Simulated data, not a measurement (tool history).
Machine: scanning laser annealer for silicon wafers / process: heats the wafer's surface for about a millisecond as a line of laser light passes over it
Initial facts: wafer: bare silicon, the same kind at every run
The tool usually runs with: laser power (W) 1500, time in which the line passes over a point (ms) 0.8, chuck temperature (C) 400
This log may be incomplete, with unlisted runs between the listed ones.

| run | hour | laser power (W) | time in which the line passes over a point (ms) | chuck temperature (C) | highest temperature of the surface (C) |
|---|---|---|---|---|---|
| 1 | 0 | 1500 | 0.8 | 400 | 1087 |
| 2 | 8.8 | 1500 | 0.836 | 400 | 1105 |
| 3 | 18.8 | 1500 | 0.8 | 400 | 1087 |
| 4 | 32.7 | 1500 | 0.8 | 400 | 1084 |
| 5 | 43.1 | 1500 | 0.914 | 400 | 1137 |
| 6 | 50.8 | 1500 | 0.914 | 400 | 1139 |
| 7 | 63.6 | 1500 | 0.914 | 400 | 1137 |
| 8 | 77.3 | 1500 | 0.8 | 400 | 1082 |
| 9 | 85.1 | 1378 | 0.8 | 400 | 1026 |
| 10 | 96.5 | 1500 | 0.583 | 400 | 978 |
| 11 | 112.8 | 1500 | 0.583 | 400 | 978 |
| 12 | 121.4 | 1500 | 0.583 | 400 | 976 |
| 13 | 133.7 | 1500 | 0.8 | 400 | 1081 |
| 14 | 140.5 | 1500 | 0.8 | 400 | 1077 |
| 15 | 152.4 | 1500 | 0.8 | 400 | 1079 |
| 16 | 167.2 | 1500 | 0.8 | 400 | 1077 |
| 17 | 174.6 | 1500 | 0.8 | 400 | 1076 |
| 18 | 184.4 | 1500 | 0.8 | 400 | 1073 |
| 19 | 197 | 1570 | 0.761 | 405 | 1092 |
| 20 | 211.3 | 1500 | 0.76 | 400 | 1055 |
| 21 | 227.1 | 1521 | 0.719 | 415 | 1060 |
| 22 | 234.8 | 1465 | 0.756 | 380 | 1017 |
| 23 | 246 | 1613 | 0.988 | 434 | 1240 |
| 24 | 262.3 | 1646 | 0.8 | 400 | 1136 |
| 25 | 275.6 | 1308 | 0.608 | 367 | 875 |
| 26 | 291.4 | 1308 | 0.738 | 424 | 983 |
| 27 | 307.8 | 1500 | 0.935 | 370 | 1094 |
| 28 | 319.7 | 1500 | 0.935 | 370 | 1095 |
| 29 | 329.3 | 1364 | 0.935 | 432 | 1092 |
| 30 | 344.3 | 1364 | 0.935 | 432 | 1088 |
| 31 | 355.8 | 1364 | 0.749 | 381 | 965 |
| 32 | 373.3 | 1461 | 0.704 | 433 | 1068 |
| 33 | 385.4 | 1461 | 0.704 | 433 | 1066 |
| 34 | 398.9 | 1558 | 0.824 | 371 | 1102 |
| 35 | 410.3 | 1614 | 0.824 | 371 | 1129 |

Missing from the log above: 1 entry noted between runs. For each, name the pair of listed runs it sits between and say how the tool's hidden condition differs from the listed run just before to the listed run just after:
Runs 31 to 32: window over the wafer cleaned (hour 373.3)
  light that passes the window, % of a clean one's: 95.54 -> 99.94; laser's true power over the reading, %: -0.21 -> -0.22; width of the line over the set one, %: 3.39 -> 3.43
  measured minus no-state result, highest temperature of the surface (C): -38 -> -12

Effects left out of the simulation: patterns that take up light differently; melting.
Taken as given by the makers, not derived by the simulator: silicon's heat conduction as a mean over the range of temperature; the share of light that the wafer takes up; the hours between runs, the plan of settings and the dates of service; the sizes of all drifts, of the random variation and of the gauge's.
